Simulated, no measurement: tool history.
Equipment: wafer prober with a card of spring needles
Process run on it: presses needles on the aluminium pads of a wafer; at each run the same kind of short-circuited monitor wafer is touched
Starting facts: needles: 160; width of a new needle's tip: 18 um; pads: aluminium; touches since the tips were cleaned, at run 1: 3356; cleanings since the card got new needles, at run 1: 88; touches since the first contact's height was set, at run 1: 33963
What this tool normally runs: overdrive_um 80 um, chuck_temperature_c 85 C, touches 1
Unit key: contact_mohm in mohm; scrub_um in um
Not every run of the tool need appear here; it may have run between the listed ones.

| run | hour | overdrive_um | chuck_temperature_c | touches | touches since the tips were cleaned | cleanings since the card got new needles | touches since the first contact's height was set | contact_mohm | scrub_um |
|---|---|---|---|---|---|---|---|---|---|
| 1 | 0.0 | 80 | 85 | 1 | 3356 | 88 | 33963 | 169 | 13.660 |
|  | 7.8 | tips cleaned on abrasive film |
|  | 21.5 | tips cleaned on abrasive film |
| 2 | 24.0 | 80 | 85 | 1 | 1166 | 90 | 44730 | 172 | 13.658 |
|  | 35.3 | tips cleaned on abrasive film |
|  | 50.7 | tips cleaned on abrasive film |
| 3 | 61.0 | 80 | 85 | 1 | 4670 | 92 | 61357 | 169 | 13.655 |
|  | 64.1 | tips cleaned on abrasive film |
|  | 77.5 | tips cleaned on abrasive film |
|  | 86.9 | height of the first contact set anew |
| 4 | 87.5 | 80 | 85 | 1 | 4368 | 94 | 236 | 172 | 13.654 |
|  | 93.1 | tips cleaned on abrasive film |
|  | 106.3 | tips cleaned on abrasive film |
| 5 | 117.6 | 80 | 67 | 1 | 5093 | 96 | 13747 | 168 | 13.655 |
|  | 120.0 | tips cleaned on abrasive film |
|  | 135.6 | tips cleaned on abrasive film |
| 6 | 147.0 | 80 | 67 | 2 | 5171 | 98 | 26983 | 166 | 13.646 |
|  | 149.1 | tips cleaned on abrasive film |
|  | 163.7 | tips cleaned on abrasive film |
| 7 | 175.2 | 80 | 85 | 2 | 5170 | 100 | 39593 | 172 | 13.659 |
|  | 178.2 | tips cleaned on abrasive film |
|  | 192.1 | tips cleaned on abrasive film |
| 8 | 195.4 | 80 | 85 | 1 | 1508 | 102 | 48657 | 170 | 13.641 |
|  | 206.1 | tips cleaned on abrasive film |
| 9 | 218.4 | 80 | 85 | 1 | 5590 | 103 | 59005 | 169 | 13.657 |
|  | 220.1 | tips cleaned on abrasive film |
|  | 234.0 | tips cleaned on abrasive film |
|  | 249.7 | tips cleaned on abrasive film |
|  | 250.0 | height of the first contact set anew |
| 10 | 253.4 | 80 | 85 | 1 | 1555 | 106 | 1555 | 169 | 13.657 |
|  | 264.4 | tips cleaned on abrasive film |
| 11 | 276.9 | 80 | 85 | 1 | 5629 | 107 | 12101 | 171 | 13.653 |
|  | 279.8 | tips cleaned on abrasive film |
|  | 293.7 | tips cleaned on abrasive film |
| 12 | 305.0 | 80 | 85 | 1 | 5097 | 109 | 24720 | 169 | 13.653 |
|  | 308.0 | tips cleaned on abrasive film |
|  | 321.3 | tips cleaned on abrasive film |
|  | 334.3 | tips cleaned on abrasive film |
| 13 | 335.8 | 80 | 85 | 1 | 674 | 112 | 38480 | 170 | 13.662 |
|  | 348.1 | tips cleaned on abrasive film |
| 14 | 356.5 | 80 | 85 | 1 | 3782 | 113 | 47805 | 167 | 13.652 |
|  | 362.7 | tips cleaned on abrasive film |
|  | 376.2 | tips cleaned on abrasive film |
| 15 | 383.9 | 80 | 85 | 1 | 3475 | 115 | 60098 | 169 | 13.649 |
|  | 390.5 | tips cleaned on abrasive film |
|  | 403.9 | tips cleaned on abrasive film |
| 16 | 405.6 | 80 | 85 | 1 | 730 | 117 | 69784 | 171 | 13.649 |
|  | 412.9 | height of the first contact set anew |
|  | 418.3 | tips cleaned on abrasive film |
|  | 432.5 | tips cleaned on abrasive film |
| 17 | 432.5 | 70 | 66 | 2 | 0 | 119 | 8788 | 167 | 11.942 |
|  | 447.9 | tips cleaned on abrasive film |
| 18 | 460.2 | 70 | 66 | 2 | 5580 | 120 | 21247 | 171 | 11.943 |
|  | 463.3 | tips cleaned on abrasive film |
|  | 478.0 | tips cleaned on abrasive film |
| 19 | 485.9 | 80 | 101 | 1 | 3586 | 122 | 32781 | 174 | 13.657 |
|  | 491.1 | tips cleaned on abrasive film |
|  | 505.6 | tips cleaned on abrasive film |
|  | 519.3 | tips cleaned on abrasive film |
| 20 | 522.7 | 87 | 59 | 3 | 1574 | 125 | 49279 | 163 | 14.846 |
|  | 534.1 | tips cleaned on abrasive film |
| 21 | 544.0 | 87 | 59 | 3 | 4479 | 126 | 58832 | 163 | 14.852 |
|  | 547.2 | tips cleaned on abrasive film |
|  | 560.3 | tips cleaned on abrasive film |
| 22 | 562.1 | 87 | 59 | 3 | 835 | 128 | 66936 | 164 | 14.838 |
|  | 574.1 | tips cleaned on abrasive film |
|  | 574.4 | height of the first contact set anew |
| 23 | 583.6 | 71 | 60 | 1 | 4183 | 129 | 4183 | 167 | 12.114 |
|  | 588.3 | tips cleaned on abrasive film |
|  | 602.7 | tips cleaned on abrasive film |
|  | 616.7 | tips cleaned on abrasive film |
| 24 | 620.6 | 71 | 60 | 1 | 1786 | 132 | 20773 | 170 | 12.121 |
|  | 632.2 | tips cleaned on abrasive film |
| 25 | 643.2 | 60 | 74 | 1 | 4987 | 133 | 30926 | 177 | 10.233 |

Run 26, settings as shown, results not yet in. Your forecast:
|  | 645.4 | tips cleaned on abrasive film |
|  | 659.3 | tips cleaned on abrasive film |
| 26 | 667.8 | 94 | 106 | 1 | 3867 | 135 | 41970 | ? | ? |

Run 26 gave contact_mohm 167 mohm, scrub_um 16.038 um.
Minus the tool's unlogged condition, the same run would have read contact_mohm 167 mohm, scrub_um 16.038 um.
